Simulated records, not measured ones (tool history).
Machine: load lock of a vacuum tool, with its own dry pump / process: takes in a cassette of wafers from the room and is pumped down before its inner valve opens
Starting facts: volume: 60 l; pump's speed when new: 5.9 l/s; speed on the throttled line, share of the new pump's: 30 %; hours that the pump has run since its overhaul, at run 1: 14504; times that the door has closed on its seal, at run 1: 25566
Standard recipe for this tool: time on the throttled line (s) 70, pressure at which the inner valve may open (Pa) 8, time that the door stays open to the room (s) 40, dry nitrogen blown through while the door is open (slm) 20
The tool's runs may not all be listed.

run,hour,time on the throttled line (s),pressure at which the inner valve may open (Pa),time that the door stays open to the room (s),dry nitrogen blown through while the door is open (slm),hours that the pump has run since its overhaul,times that the door has closed on its seal,"incoming humidity of the room's air, %",time from the closed door until the inner valve may open (s),rise of the pressure with all valves shut (Pa/min)
1,0,70,8,40,20,14504,25566,47.8,147.4,0.03
2,431.1,70,8,40,20,14935,26326,45.3,148.8,0.028
3,1034.3,70,8,40,20,15538,27389,44,148.5,0.027
4,1321.7,70,8,40,8,15826,27896,46.8,146.5,0.041
5,1683.3,70,8,40,20,16187,28533,42.4,146.5,0.03
# hour 1750.1: dry pump taken out, an overhauled one fitted
6,2020.6,70,8,40,20,270,29117,48.1,146,0.036
7,2369.8,70,8,40,20,620,29733,43.9,146.3,0.033
8,2717.5,70,12,40,20,967,30346,45.7,142.9,0.034
9,3095.1,70,8,40,20,1345,31012,46.5,146.9,0.028
10,3675.6,70,8,40,20,1925,32035,42.3,146.3,0.029
11,4055.9,70,8,40,20,2306,32705,45.1,145.5,0.034
12,4734.3,70,8,182,20,2984,33901,43.5,145.5,0.068
13,5272.1,70,8,40,20,3522,34849,42,144.5,0.029
14,5628.5,70,8,40,20,3878,35477,41,147.3,0.022
15,6298.3,39,10,40,20,4548,36658,46.2,122.2,0.027
16,6714.6,39,10,40,20,4964,37392,44,123.6,0.032
17,7075.4,39,10,40,20,5325,38028,45.6,123.4,0.03
18,7644.1,66,8,188,29,5894,39030,47.1,145.2,0.065
19,8268.4,70,6,35,20,6518,40131,45,149.9,0.024
20,8750.5,42,12,65,20,7000,40980,45,123.4,0.04
21,9101.1,70,8,28,20,7351,41598,43.8,147.8,0.027
22,9592.9,70,8,28,20,7843,42465,44.1,147.3,0.026
23,9928.8,70,8,28,20,8179,43057,44.9,146.6,0.026
24,10492.8,66,8,40,20,8743,44052,45.5,144.2,0.039
25,10870.8,66,8,40,20,9121,44718,43.6,146.3,0.027
26,11549.7,70,9,40,4,9800,45915,45,145.6,0.053
27,11999.1,70,8,40,20,10249,46707,44.5,145.4,0.034
28,12540.6,70,8,40,20,10791,47661,42.3,148.6,0.036

Branching from run 28: 5 alternative next runs. What would each branch give?
A,13056.7,70,8,124,20,11307,48571,43.7,?,?
B,13056.7,41,8,40,20,11307,48571,47.6,?,?
C,13056.7,70,15,40,20,11307,48571,48.9,?,?
D,13056.7,51,7,40,20,11307,48571,43.4,?,?
E,13056.7,70,8,40,7,11307,48571,40.4,?,?

run,time from the closed door until the inner valve may open (s),rise of the pressure with all valves shut (Pa/min)
A,147.2,0.06
B,125.8,0.036
C,140.1,0.034
D,134,0.027
E,146.8,0.038
With the hidden condition removed and each run's random variation left untouched, the same runs would have given:
run,time from the closed door until the inner valve may open (s),rise of the pressure with all valves shut (Pa/min)
A,147.2,0.058
B,125.8,0.034
C,140.1,0.032
D,133.9,0.025
E,146.8,0.036

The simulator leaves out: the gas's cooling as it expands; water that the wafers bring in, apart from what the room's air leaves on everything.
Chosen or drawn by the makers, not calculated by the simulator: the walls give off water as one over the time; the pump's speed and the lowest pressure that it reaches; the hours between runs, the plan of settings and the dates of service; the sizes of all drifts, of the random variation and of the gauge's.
